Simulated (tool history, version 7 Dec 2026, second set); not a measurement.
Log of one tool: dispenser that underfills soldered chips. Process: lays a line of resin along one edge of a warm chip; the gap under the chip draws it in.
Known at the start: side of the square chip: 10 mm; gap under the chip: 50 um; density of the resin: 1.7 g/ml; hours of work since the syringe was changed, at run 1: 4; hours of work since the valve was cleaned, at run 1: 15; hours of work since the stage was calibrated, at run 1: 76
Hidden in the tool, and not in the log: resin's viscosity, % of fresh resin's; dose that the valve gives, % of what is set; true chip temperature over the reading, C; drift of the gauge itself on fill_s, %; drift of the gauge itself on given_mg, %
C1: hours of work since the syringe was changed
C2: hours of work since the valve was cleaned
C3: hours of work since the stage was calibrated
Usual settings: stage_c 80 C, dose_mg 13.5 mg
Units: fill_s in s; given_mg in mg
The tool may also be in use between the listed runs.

{"run": 1, "hour": 0.0, "stage_c": 80, "dose_mg": 13.5, "C1": 4, "C2": 15, "C3": 76, "fill_s": 53.7, "given_mg": 13.37}
{"run": 2, "hour": 3.9, "stage_c": 80, "dose_mg": 12.2, "C1": 6, "C2": 18, "C3": 79, "fill_s": 60.3, "given_mg": 12.02}
{"run": 3, "hour": 8.1, "stage_c": 80, "dose_mg": 14.8, "C1": 9, "C2": 20, "C3": 81, "fill_s": 64.2, "given_mg": 14.62}
{"hour": 9.1, "done": "new syringe of resin"}
{"run": 4, "hour": 12.0, "stage_c": 80, "dose_mg": 14.8, "C1": 2, "C2": 23, "C3": 84, "fill_s": 48.8, "given_mg": 14.62}
{"run": 5, "hour": 19.0, "stage_c": 80, "dose_mg": 14.8, "C1": 6, "C2": 27, "C3": 88, "fill_s": 56.5, "given_mg": 14.67}
{"run": 6, "hour": 22.1, "stage_c": 80, "dose_mg": 11.6, "C1": 8, "C2": 29, "C3": 90, "fill_s": 63.8, "given_mg": 11.51}
{"hour": 24.9, "done": "new syringe of resin"}
{"run": 7, "hour": 27.8, "stage_c": 80, "dose_mg": 11.6, "C1": 2, "C2": 32, "C3": 93, "fill_s": 51.1, "given_mg": 11.34}
{"run": 8, "hour": 34.0, "stage_c": 80, "dose_mg": 13.5, "C1": 6, "C2": 36, "C3": 97, "fill_s": 56.3, "given_mg": 13.22}
{"run": 9, "hour": 39.7, "stage_c": 80, "dose_mg": 13.5, "C1": 9, "C2": 39, "C3": 100, "fill_s": 62.6, "given_mg": 13.25}
{"hour": 40.4, "done": "new syringe of resin"}
{"run": 10, "hour": 47.3, "stage_c": 80, "dose_mg": 13.5, "C1": 4, "C2": 44, "C3": 105, "fill_s": 55.5, "given_mg": 13.26}
{"run": 11, "hour": 50.9, "stage_c": 80, "dose_mg": 14.7, "C1": 6, "C2": 46, "C3": 107, "fill_s": 57.7, "given_mg": 14.39}
{"hour": 55.9, "done": "new syringe of resin"}
{"run": 12, "hour": 57.4, "stage_c": 80, "dose_mg": 13.6, "C1": 1, "C2": 50, "C3": 111, "fill_s": 49.3, "given_mg": 13.23}
{"hour": 60.3, "done": "dispensing valve cleaned and set on the balance"}
{"run": 13, "hour": 62.2, "stage_c": 80, "dose_mg": 13.6, "C1": 3, "C2": 1, "C3": 113, "fill_s": 54.2, "given_mg": 13.49}
{"run": 14, "hour": 66.6, "stage_c": 67, "dose_mg": 13.5, "C1": 6, "C2": 4, "C3": 116, "fill_s": 88.2, "given_mg": 13.47}
{"run": 15, "hour": 70.5, "stage_c": 67, "dose_mg": 13.5, "C1": 8, "C2": 6, "C3": 118, "fill_s": 96.9, "given_mg": 13.44}
{"hour": 72.9, "done": "new syringe of resin"}
{"run": 16, "hour": 75.2, "stage_c": 67, "dose_mg": 13.5, "C1": 1, "C2": 9, "C3": 121, "fill_s": 74.8, "given_mg": 13.41}
{"run": 17, "hour": 82.6, "stage_c": 77, "dose_mg": 13.5, "C1": 6, "C2": 13, "C3": 125, "fill_s": 63.6, "given_mg": 13.35}
{"run": 18, "hour": 86.1, "stage_c": 77, "dose_mg": 13.5, "C1": 8, "C2": 16, "C3": 127, "fill_s": 69.3, "given_mg": 13.37}
{"hour": 88.3, "done": "new syringe of resin"}
{"run": 19, "hour": 91.2, "stage_c": 86, "dose_mg": 14.5, "C1": 2, "C2": 18, "C3": 130, "fill_s": 41.8, "given_mg": 14.37}
{"run": 20, "hour": 97.7, "stage_c": 86, "dose_mg": 14, "C1": 6, "C2": 22, "C3": 134, "fill_s": 47.9, "given_mg": 13.96}
{"hour": 103.8, "done": "new syringe of resin"}
{"run": 21, "hour": 104.6, "stage_c": 94, "dose_mg": 14.2, "C1": 0, "C2": 26, "C3": 138, "fill_s": 31.5, "given_mg": 13.9}
{"run": 22, "hour": 108.7, "stage_c": 67, "dose_mg": 15.3, "C1": 3, "C2": 29, "C3": 141, "fill_s": 78.4, "given_mg": 15.09}
{"run": 23, "hour": 114.4, "stage_c": 67, "dose_mg": 15.3, "C1": 6, "C2": 32, "C3": 144, "fill_s": 88.4, "given_mg": 15.03}
{"hour": 119.4, "done": "new syringe of resin"}
{"run": 24, "hour": 119.4, "stage_c": 68, "dose_mg": 16.9, "C1": 0, "C2": 35, "C3": 147, "fill_s": 69.5, "given_mg": 16.72}
{"run": 25, "hour": 127.1, "stage_c": 73, "dose_mg": 13.5, "C1": 5, "C2": 40, "C3": 152, "fill_s": 69.5, "given_mg": 13.22}
{"run": 26, "hour": 131.9, "stage_c": 72, "dose_mg": 13.3, "C1": 8, "C2": 43, "C3": 155, "fill_s": 80.5, "given_mg": 12.96}
{"hour": 135.1, "done": "new syringe of resin"}
{"run": 27, "hour": 136.2, "stage_c": 72, "dose_mg": 13.5, "C1": 1, "C2": 45, "C3": 157, "fill_s": 61.4, "given_mg": 13.09}
{"run": 28, "hour": 143.0, "stage_c": 93, "dose_mg": 14.5, "C1": 5, "C2": 49, "C3": 161, "fill_s": 37.9, "given_mg": 14.09}
{"hour": 146.0, "done": "dispensing valve cleaned and set on the balance"}
{"run": 29, "hour": 149.0, "stage_c": 91, "dose_mg": 15.5, "C1": 8, "C2": 2, "C3": 164, "fill_s": 44.1, "given_mg": 15.52}
{"hour": 151.6, "done": "new syringe of resin"}
{"run": 30, "hour": 155.2, "stage_c": 84, "dose_mg": 16.9, "C1": 2, "C2": 5, "C3": 168, "fill_s": 46.2, "given_mg": 16.85}
{"run": 31, "hour": 158.8, "stage_c": 95, "dose_mg": 14.4, "C1": 4, "C2": 8, "C3": 170, "fill_s": 36.4, "given_mg": 14.3}
{"run": 32, "hour": 162.2, "stage_c": 95, "dose_mg": 14.4, "C1": 6, "C2": 10, "C3": 172, "fill_s": 38.8, "given_mg": 14.32}
{"run": 33, "hour": 166.0, "stage_c": 78, "dose_mg": 12.2, "C1": 9, "C2": 12, "C3": 175, "fill_s": 70.1, "given_mg": 12.09}
{"hour": 167.2, "done": "new syringe of resin"}
{"run": 34, "hour": 171.6, "stage_c": 81, "dose_mg": 14.6, "C1": 3, "C2": 15, "C3": 178, "fill_s": 50.2, "given_mg": 14.52}
{"run": 35, "hour": 176.6, "stage_c": 81, "dose_mg": 14.6, "C1": 6, "C2": 18, "C3": 181, "fill_s": 56.4, "given_mg": 14.36}
{"run": 36, "hour": 182.1, "stage_c": 70, "dose_mg": 12, "C1": 9, "C2": 22, "C3": 184, "fill_s": 89.4, "given_mg": 12}

Forecast each of these 4 alternatives for the next run:
{"hour": 182.8, "done": "new syringe of resin"}
{"run": "A", "hour": 188.0, "stage_c": 85, "dose_mg": 12.3, "C1": 3, "C2": 25, "C3": 188, "fill_s": "?", "given_mg": "?"}
{"hour": 182.8, "done": "new syringe of resin"}
{"run": "B", "hour": 188.0, "stage_c": 81, "dose_mg": 14, "C1": 3, "C2": 25, "C3": 188, "fill_s": "?", "given_mg": "?"}
{"hour": 182.8, "done": "new syringe of resin"}
{"run": "C", "hour": 188.0, "stage_c": 86, "dose_mg": 16.1, "C1": 3, "C2": 25, "C3": 188, "fill_s": "?", "given_mg": "?"}
{"hour": 182.8, "done": "new syringe of resin"}
{"run": "D", "hour": 188.0, "stage_c": 80, "dose_mg": 12, "C1": 3, "C2": 25, "C3": 188, "fill_s": "?", "given_mg": "?"}

run=A fill_s=46.4 given_mg=12.13
run=B fill_s=51.3 given_mg=13.85
run=C fill_s=44.4 given_mg=15.83
run=D fill_s=55.3 given_mg=11.74
Without the tool's hidden state the same runs would have given:
run=A fill_s=39.8 given_mg=12.33
run=B fill_s=43.9 given_mg=14.07
run=C fill_s=38.1 given_mg=16.08
run=D fill_s=47.4 given_mg=11.93
